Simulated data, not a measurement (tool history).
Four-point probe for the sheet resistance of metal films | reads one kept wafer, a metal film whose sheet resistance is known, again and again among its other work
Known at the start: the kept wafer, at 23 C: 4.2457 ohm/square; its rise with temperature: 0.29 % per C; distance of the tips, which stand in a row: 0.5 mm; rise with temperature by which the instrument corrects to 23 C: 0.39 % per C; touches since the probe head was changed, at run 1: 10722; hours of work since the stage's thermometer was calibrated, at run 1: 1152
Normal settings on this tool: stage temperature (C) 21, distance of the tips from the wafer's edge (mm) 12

| run | day | stage temperature (C) | distance of the tips from the wafer's edge (mm) | touches since the probe head was changed | hours of work since the stage's thermometer was calibrated | sheet resistance as the instrument gives it (ohm/square) |
|---|---|---|---|---|---|---|
| 1 | 0.000 | 21 | 12 | 10722 | 1152 | 4.272720 |
| 2 | 0.425 | 21 | 12 | 10944 | 1158 | 4.273209 |
| 3 | 1.346 | 21 | 12 | 11426 | 1170 | 4.273242 |
| 4 | 1.808 | 22 | 12 | 11669 | 1176 | 4.268681 |
| 5 | 2.550 | 22 | 12 | 12057 | 1185 | 4.266078 |
| 6 | 3.479 | 22 | 12 | 12544 | 1197 | 4.270828 |
| 7 | 3.933 | 22 | 12 | 12781 | 1203 | 4.271250 |
| 8 | 4.942 | 22 | 12 | 13308 | 1216 | 4.269519 |
| 9 | 5.567 | 21 | 12 | 13637 | 1224 | 4.272064 |
| 10 | 6.033 | 33 | 12 | 13880 | 1230 | 4.223384 |
| 11 | 6.800 | 33 | 12 | 14281 | 1240 | 4.224345 |
| 12 | 7.817 | 19 | 12 | 14813 | 1253 | 4.282334 |
| 13 | 8.533 | 19 | 12 | 15189 | 1262 | 4.282102 |
| 14 | 8.967 | 28 | 12 | 15416 | 1268 | 4.244465 |
| 15 | 9.425 | 28 | 12 | 15655 | 1274 | 4.243807 |
| 16 | 10.338 | 28 | 12 | 16133 | 1285 | 4.244461 |
| 17 | 10.971 | 31 | 6 | 16465 | 1294 | 4.245205 |
| 18 | 11.571 | 20 | 6 | 16778 | 1301 | 4.289679 |
| 19 | 12.154 | 21 | 5 | 17085 | 1309 | 4.292695 |
| 20 | 12.808 | 35 | 26 | 17426 | 1317 | 4.214144 |
| 21 | 13.404 | 21 | 17 | 17737 | 1325 | 4.272348 |
| 22 | 14.188 | 33 | 39 | 18148 | 1335 | 4.222363 |
| 23 | 14.942 | 19 | 26 | 18544 | 1345 | 4.280193 |
| 24 | 15.862 | 19 | 28 | 19025 | 1357 | 4.281692 |
| 25 | 16.321 | 19 | 28 | 19266 | 1362 | 4.281543 |
| 26 | 17.121 | 28 | 10 | 19684 | 1373 | 4.248983 |
| 27 | 18.083 | 28 | 10 | 20187 | 1385 | 4.248324 |
| 28 | 18.579 | 28 | 10 | 20447 | 1392 | 4.248761 |
| 29 | 19.050 | 28 | 10 | 20693 | 1398 | 4.247716 |

4 ways to go on from here, each from the tool as it stands after run 29. What would each give?
| A | 20.100 | 20 | 12 | 21243 | 1411 | ? |
| B | 20.100 | 24 | 3 | 21243 | 1411 | ? |
| C | 20.100 | 34 | 9 | 21243 | 1411 | ? |
| D | 20.100 | 23 | 6 | 21243 | 1411 | ? |

| run | sheet resistance as the instrument gives it (ohm/square) |
|---|---|
| A | 4.278618 |
| B | 4.321789 |
| C | 4.227547 |
| D | 4.278999 |
What these runs would have given with no unlogged condition in the tool:
| run | sheet resistance as the instrument gives it (ohm/square) |
|---|---|
| A | 4.260755 |
| B | 4.303710 |
| C | 4.209699 |
| D | 4.261094 |

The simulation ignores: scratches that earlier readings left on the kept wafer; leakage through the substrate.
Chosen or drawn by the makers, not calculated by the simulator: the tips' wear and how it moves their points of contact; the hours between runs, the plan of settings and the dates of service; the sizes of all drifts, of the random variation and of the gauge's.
